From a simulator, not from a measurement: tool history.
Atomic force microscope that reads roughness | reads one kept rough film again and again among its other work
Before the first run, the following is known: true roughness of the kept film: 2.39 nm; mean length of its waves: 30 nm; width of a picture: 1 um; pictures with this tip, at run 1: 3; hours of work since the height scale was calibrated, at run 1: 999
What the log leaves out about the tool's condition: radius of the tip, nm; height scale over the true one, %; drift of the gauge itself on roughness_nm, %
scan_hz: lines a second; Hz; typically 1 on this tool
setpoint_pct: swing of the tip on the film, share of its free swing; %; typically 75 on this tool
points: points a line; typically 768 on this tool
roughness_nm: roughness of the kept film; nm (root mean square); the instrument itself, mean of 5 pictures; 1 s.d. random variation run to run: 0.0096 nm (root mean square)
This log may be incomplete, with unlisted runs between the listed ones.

run	hour	scan_hz	setpoint_pct	points	pictures with this tip	hours of work since the height scale was calibrated	roughness_nm
1	0	1	75	768	3	999	2.179
2	36.6	1	75	768	75	1020	2.017
# hour 58.3: new tip fitted
3	73	1	75	262	29	1040	2.099
4	106.4	1	75	262	94	1059	1.969
# hour 115.5: new tip fitted
5	153.9	1	75	262	76	1086	1.996
# hour 172.6: new tip fitted
6	195.5	1	70	768	45	1109	2.108
# hour 229.8: new tip fitted
7	237.5	0.69	75	768	16	1132	2.199
8	272.9	1	75	760	85	1152	2
# hour 286.6: new tip fitted
9	303.8	0.97	75	768	34	1170	2.147
# hour 342.4: new tip fitted
10	350.3	0.97	75	768	16	1196	2.172
# hour 399.2: new tip fitted
11	399.2	0.97	75	768	0	1223	2.204
12	431.3	0.97	75	660	63	1241	2.055
# hour 455.5: new tip fitted
13	462.4	1	75	768	13	1258	2.179
# hour 511.1: new tip fitted
14	521.6	1	75	768	21	1292	2.15
15	549	1	59	1005	75	1307	2.084
# hour 554.9: height scale calibrated on a step standard
# hour 570.4: new tip fitted
16	605.8	1.32	86	768	70	28	1.961
# hour 627.7: new tip fitted
17	643.9	2.1	60	768	32	50	2.143
# hour 684.4: new tip fitted
18	685	1.56	70	768	2	73	2.194
19	713.6	1.81	78	645	58	89	1.99
# hour 739.8: new tip fitted
20	773	1.81	78	645	66	122	1.97
# hour 796.3: new tip fitted
21	804.5	1	62	768	16	140	2.211
22	839.2	0.51	84	404	84	159	2.025
# hour 852.5: new tip fitted
23	870.9	0.56	56	787	36	177	2.188
# hour 877: height scale calibrated on a step standard, once more
# hour 910.4: new tip fitted
24	930	1	77	768	39	30	2.077
# hour 969.7: new tip fitted
25	990.9	0.68	65	768	42	64	2.132
# hour 1025.8: new tip fitted
26	1037.4	1	61	768	22	90	2.187
27	1068.8	0.88	69	768	84	108	2.024

Results per run with the tool's hidden condition removed, run-to-run variation unchanged:
run	roughness_nm
1	2.175
2	2.182
3	2.15
4	2.156
5	2.158
6	2.209
7	2.221
8	2.188
9	2.204
10	2.197
11	2.188
12	2.183
13	2.181
14	2.195
15	2.245
16	2.083
17	2.2
18	2.176
19	2.095
20	2.091
21	2.224
22	2.191
23	2.249
24	2.187
25	2.236
26	2.24
27	2.214
